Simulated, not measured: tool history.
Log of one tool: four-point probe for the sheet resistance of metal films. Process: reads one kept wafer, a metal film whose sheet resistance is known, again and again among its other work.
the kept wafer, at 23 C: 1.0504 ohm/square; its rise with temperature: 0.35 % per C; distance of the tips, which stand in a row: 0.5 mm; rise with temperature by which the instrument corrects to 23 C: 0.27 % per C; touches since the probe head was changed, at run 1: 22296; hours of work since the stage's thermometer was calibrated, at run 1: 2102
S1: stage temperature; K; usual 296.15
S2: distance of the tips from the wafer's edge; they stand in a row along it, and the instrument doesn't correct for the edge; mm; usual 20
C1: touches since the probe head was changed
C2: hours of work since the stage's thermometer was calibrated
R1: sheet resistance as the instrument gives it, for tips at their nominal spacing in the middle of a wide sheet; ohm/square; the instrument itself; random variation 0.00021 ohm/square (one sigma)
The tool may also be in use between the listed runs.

{"run": 1, "day": 0.0, "S1": 296.15, "S2": 20, "C1": 22296, "C2": 2102, "R1": 1.057538}
{"run": 2, "day": 1.267, "S1": 296.15, "S2": 20, "C1": 22769, "C2": 2118, "R1": 1.05788}
{"run": 3, "day": 2.933, "S1": 296.15, "S2": 20, "C1": 23390, "C2": 2139, "R1": 1.057969}
{"run": 4, "day": 4.204, "S1": 296.15, "S2": 20, "C1": 23866, "C2": 2155, "R1": 1.058378}
{"run": 5, "day": 5.167, "S1": 307.15, "S2": 20, "C1": 24223, "C2": 2167, "R1": 1.066279}
{"run": 6, "day": 6.912, "S1": 296.15, "S2": 20, "C1": 24875, "C2": 2189, "R1": 1.058131}
{"day": 7.05, "done": "stage's thermometer calibrated"}
{"run": 7, "day": 8.675, "S1": 296.15, "S2": 20, "C1": 25525, "C2": 21, "R1": 1.058014}
{"run": 8, "day": 9.558, "S1": 296.15, "S2": 20, "C1": 25854, "C2": 32, "R1": 1.057793}
{"run": 9, "day": 11.196, "S1": 305.15, "S2": 7, "C1": 26466, "C2": 52, "R1": 1.066991}
{"run": 10, "day": 12.238, "S1": 307.15, "S2": 20, "C1": 26853, "C2": 65, "R1": 1.066441}
{"run": 11, "day": 14.042, "S1": 307.15, "S2": 20, "C1": 27527, "C2": 88, "R1": 1.066503}
{"day": 15.388, "done": "stage's thermometer calibrated, once more"}
{"run": 12, "day": 15.638, "S1": 307.15, "S2": 20, "C1": 28115, "C2": 3, "R1": 1.067772}
{"run": 13, "day": 16.988, "S1": 307.15, "S2": 20, "C1": 28618, "C2": 20, "R1": 1.068026}
{"run": 14, "day": 17.975, "S1": 302.15, "S2": 12, "C1": 28987, "C2": 33, "R1": 1.064713}
{"run": 15, "day": 18.738, "S1": 307.15, "S2": 21, "C1": 29271, "C2": 42, "R1": 1.067893}
{"run": 16, "day": 19.608, "S1": 302.15, "S2": 5, "C1": 29596, "C2": 53, "R1": 1.070118}

Forecast each of these 4 alternatives for the next run:
{"run": "A", "day": 21.238, "S1": 293.15, "S2": 13, "C1": 30204, "C2": 74, "R1": "?"}
{"run": "B", "day": 21.238, "S1": 302.15, "S2": 8, "C1": 30204, "C2": 74, "R1": "?"}
{"run": "C", "day": 21.238, "S1": 304.15, "S2": 14, "C1": 30204, "C2": 74, "R1": "?"}
{"run": "D", "day": 21.238, "S1": 296.15, "S2": 32, "C1": 30204, "C2": 74, "R1": "?"}

run=A R1=1.057620
run=B R1=1.066086
run=C R1=1.065756
run=D R1=1.058853
Without the tool's hidden state the same runs would have given:
run=A R1=1.048875
run=B R1=1.057264
run=C R1=1.056934
run=D R1=1.050095
